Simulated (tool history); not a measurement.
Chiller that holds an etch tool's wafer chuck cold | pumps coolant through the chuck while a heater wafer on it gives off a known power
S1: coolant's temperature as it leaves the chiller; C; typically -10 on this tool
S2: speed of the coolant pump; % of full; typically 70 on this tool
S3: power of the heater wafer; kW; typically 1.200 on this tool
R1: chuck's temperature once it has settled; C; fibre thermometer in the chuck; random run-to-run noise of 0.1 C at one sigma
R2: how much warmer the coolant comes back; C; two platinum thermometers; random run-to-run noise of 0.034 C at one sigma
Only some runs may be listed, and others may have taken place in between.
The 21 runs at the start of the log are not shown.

Run 22, hour 1248.9: usual settings but S3 1.305 kW. Result: R1 7.0 C, R2 5.92 C.
Run 23, hour 1289.5: usual settings but S3 1.305 kW. Result: R1 7.0 C, R2 5.94 C.
Run 24, hour 1339.4: usual settings but S3 1.305 kW. Result: R1 7.1 C, R2 5.95 C.
Run 25, hour 1399.7: usual settings but S1 -5 C, S2 87 % of full, S3 1.354 kW. Result: R1 9.3 C, R2 4.82 C.
Run 26, hour 1479.4: usual settings but S1 -1 C, S2 90 % of full. Result: R1 11.1 C, R2 4.15 C.
Run 27, hour 1558.2: usual settings but S3 1.005 kW. Result: R1 3.0 C, R2 4.58 C.
Run 28, hour 1617.2: usual settings but S3 1.005 kW. Result: R1 3.4 C, R2 4.60 C.
Run 29, hour 1679.6: usual settings but S3 1.005 kW. Result: R1 3.1 C, R2 4.61 C.
Run 30, hour 1751.8: usual settings but S2 99 % of full, S3 0.911 kW. Result: R1 -1.7 C, R2 2.89 C.
Run 31, hour 1796.2: usual settings but S2 99 % of full, S3 0.911 kW. Result: R1 -1.7 C, R2 2.86 C.

Each row is a separate what-if for the run after 31, all from the same tool condition, not one after another. Results?
Run A, hour 1850.7: usual settings but S2 92 % of full, S3 0.911 kW. Result: R1 ?, R2 ?.
Run B, hour 1850.7: usual settings but S2 94 % of full. Result: R1 ?, R2 ?.
Run C, hour 1850.7: usual settings but S1 -2 C, S2 94 % of full, S3 0.911 kW. Result: R1 ?, R2 ?.

run    R1    R2
  A  -0.8  3.12
  B   1.7  3.96
  C   7.0  2.97
With no hidden state in the tool, these same runs would have given:
run    R1    R2
  A  -1.9  2.88
  B   0.2  3.66
  C   6.0  2.75
